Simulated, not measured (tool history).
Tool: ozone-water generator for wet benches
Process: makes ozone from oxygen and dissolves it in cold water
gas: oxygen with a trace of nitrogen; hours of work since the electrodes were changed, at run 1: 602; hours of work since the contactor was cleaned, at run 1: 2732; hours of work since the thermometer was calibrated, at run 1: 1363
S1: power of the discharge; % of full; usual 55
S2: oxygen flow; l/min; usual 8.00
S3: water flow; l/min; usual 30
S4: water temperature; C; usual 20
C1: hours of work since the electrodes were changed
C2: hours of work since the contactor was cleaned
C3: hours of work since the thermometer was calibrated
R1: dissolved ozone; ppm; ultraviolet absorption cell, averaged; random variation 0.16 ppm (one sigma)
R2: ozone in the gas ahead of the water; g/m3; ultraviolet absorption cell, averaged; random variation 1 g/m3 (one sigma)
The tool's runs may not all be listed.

run,hour,S1,S2,S3,S4,C1,C2,C3,R1,R2
1,0.0,55,8.00,30,20,602,2732,1363,20.3,177.8
2,24.6,55,8.00,30,20,626,2756,1386,20.5,177.3
3,39.0,55,8.00,30,20,640,2770,1400,20.1,177.4
4,52.1,41,8.00,30,20,653,2783,1413,16.7,150.4
5,76.8,55,8.00,30,20,677,2807,1437,20.2,180.3
6,89.5,55,8.00,30,20,689,2819,1450,20.1,177.6
7,115.6,55,5.98,26,19,714,2844,1475,23.4,214.0
8,144.0,98,5.98,41,19,742,2872,1502,22.4,301.4
9,166.3,98,5.98,41,19,764,2893,1524,22.5,304.4
10,188.7,57,5.20,41,19,785,2915,1546,16.0,243.3
11,206.4,55,4.15,30,12,803,2932,1563,22.2,273.0

3 ways to go on from here, each from the tool as it stands after run 11. What would each give?
A,221.0,50,4.15,21,28,817,2947,1577,?,?
B,221.0,55,4.15,34,12,817,2947,1577,?,?
C,221.0,70,8.00,27,20,817,2947,1577,?,?

run,R1,R2
A,22.9,259.6
B,19.8,269.8
C,24.8,204.8
Without the tool's hidden state the same runs would have given:
run,R1,R2
A,24.0,264.1
B,21.0,274.9
C,26.2,209.2
